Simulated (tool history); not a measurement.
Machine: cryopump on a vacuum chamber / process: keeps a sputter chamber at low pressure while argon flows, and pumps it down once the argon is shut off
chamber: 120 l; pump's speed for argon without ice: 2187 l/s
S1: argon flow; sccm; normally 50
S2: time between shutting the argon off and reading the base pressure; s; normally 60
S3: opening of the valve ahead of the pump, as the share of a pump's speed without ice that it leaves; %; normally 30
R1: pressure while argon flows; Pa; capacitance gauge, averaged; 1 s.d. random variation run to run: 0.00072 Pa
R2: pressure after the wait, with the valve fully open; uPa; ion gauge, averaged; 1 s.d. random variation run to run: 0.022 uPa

| run | hour | S1 | S2 | S3 | R1 | R2 |
|---|---|---|---|---|---|---|
| 1 | 0 | 50 | 60 | 30 | 0.1295 | 1.34 |
| 2 | 71.7 | 50 | 49 | 30 | 0.131 | 1.46 |
| 3 | 115.9 | 50 | 49 | 30 | 0.1303 | 1.51 |
| 4 | 186.4 | 50 | 49 | 30 | 0.1305 | 1.52 |
| 5 | 233.6 | 50 | 49 | 59 | 0.0677 | 1.54 |
| 6 | 270.3 | 50 | 60 | 30 | 0.1315 | 1.47 |
| 7 | 339.6 | 50 | 60 | 30 | 0.1318 | 1.48 |
| 8 | 425.5 | 50 | 60 | 30 | 0.1325 | 1.56 |
| 9 | 481.5 | 50 | 60 | 30 | 0.1327 | 1.54 |
| 10 | 528 | 26 | 60 | 30 | 0.068 | 1.7 |
| 11 | 597.5 | 50 | 60 | 41 | 0.0969 | 1.73 |
| 12 | 668.9 | 50 | 60 | 41 | 0.0971 | 1.76 |
| 13 | 755.7 | 50 | 60 | 41 | 0.0986 | 1.71 |
| 14 | 838.9 | 50 | 60 | 41 | 0.0981 | 1.8 |
| 15 | 923.6 | 50 | 60 | 41 | 0.098 | 1.85 |
| 16 | 1003 | 68 | 60 | 30 | 0.182 | 1.89 |
| 17 | 1078.7 | 68 | 60 | 30 | 0.182 | 2 |
| 18 | 1157.4 | 36 | 244 | 21 | 0.1375 | 1.74 |
| 19 | 1243.8 | 58 | 98 | 30 | 0.1569 | 1.92 |
| 20 | 1316 | 54 | 223 | 60 | 0.0766 | 1.8 |
| 21 | 1402.7 | 87 | 107 | 24 | 0.2918 | 1.99 |
| 22 | 1462.8 | 34 | 62 | 23 | 0.1193 | 2.18 |
| 23 | 1498.7 | 35 | 60 | 34 | 0.0843 | 2.25 |
|  | 1526.4 | pump warmed up, emptied and cooled again |
| 24 | 1543 | 50 | 21 | 30 | 0.1299 | 2.7 |
| 25 | 1609.3 | 50 | 60 | 56 | 0.0702 | 1.98 |
| 26 | 1693.2 | 50 | 60 | 56 | 0.07 | 2.04 |
| 27 | 1779.2 | 50 | 60 | 29 | 0.1356 | 2.11 |
| 28 | 1822.3 | 65 | 193 | 25 | 0.2033 | 1.87 |
| 29 | 1900.6 | 65 | 193 | 25 | 0.2023 | 1.91 |
| 30 | 1972.2 | 26 | 60 | 30 | 0.0681 | 2.2 |
| 31 | 2054.8 | 50 | 289 | 53 | 0.0745 | 2 |
| 32 | 2109.3 | 63 | 289 | 16 | 0.305 | 1.99 |
|  | 2136.7 | leaking fittings of the chamber tightened, without venting |
| 33 | 2179.2 | 31 | 266 | 41 | 0.0606 | 0.26 |

Results per run with the tool's hidden condition removed, run-to-run variation unchanged:
The hidden state here: pump's speed, % of a pump's without ice; cold plate's temperature, K; leak into the chamber, uPa l/s; drift of the gauge itself on working_pa, %; drift of the gauge itself on base_upa, %.
| run | R1 | R2 |
|---|---|---|
| 1 | 0.1283 | 0.52 |
| 2 | 0.1295 | 0.63 |
| 3 | 0.1286 | 0.63 |
| 4 | 0.1286 | 0.61 |
| 5 | 0.0656 | 0.6 |
| 6 | 0.1293 | 0.52 |
| 7 | 0.1294 | 0.5 |
| 8 | 0.1298 | 0.51 |
| 9 | 0.1297 | 0.5 |
| 10 | 0.0664 | 0.57 |
| 11 | 0.0935 | 0.57 |
| 12 | 0.0935 | 0.55 |
| 13 | 0.0947 | 0.5 |
| 14 | 0.0939 | 0.52 |
| 15 | 0.0934 | 0.5 |
| 16 | 0.1754 | 0.51 |
| 17 | 0.175 | 0.54 |
| 18 | 0.1335 | 0.27 |
| 19 | 0.15 | 0.37 |
| 20 | 0.0699 | 0.25 |
| 21 | 0.2805 | 0.35 |
| 22 | 0.1146 | 0.5 |
| 23 | 0.0795 | 0.57 |
| 24 | 0.1292 | 1.23 |
| 25 | 0.0692 | 0.51 |
| 26 | 0.0688 | 0.52 |
| 27 | 0.1341 | 0.53 |
| 28 | 0.2012 | 0.24 |
| 29 | 0.1999 | 0.23 |
| 30 | 0.067 | 0.54 |
| 31 | 0.0721 | 0.22 |
| 32 | 0.3018 | 0.2 |
| 33 | 0.0588 | 0.2 |
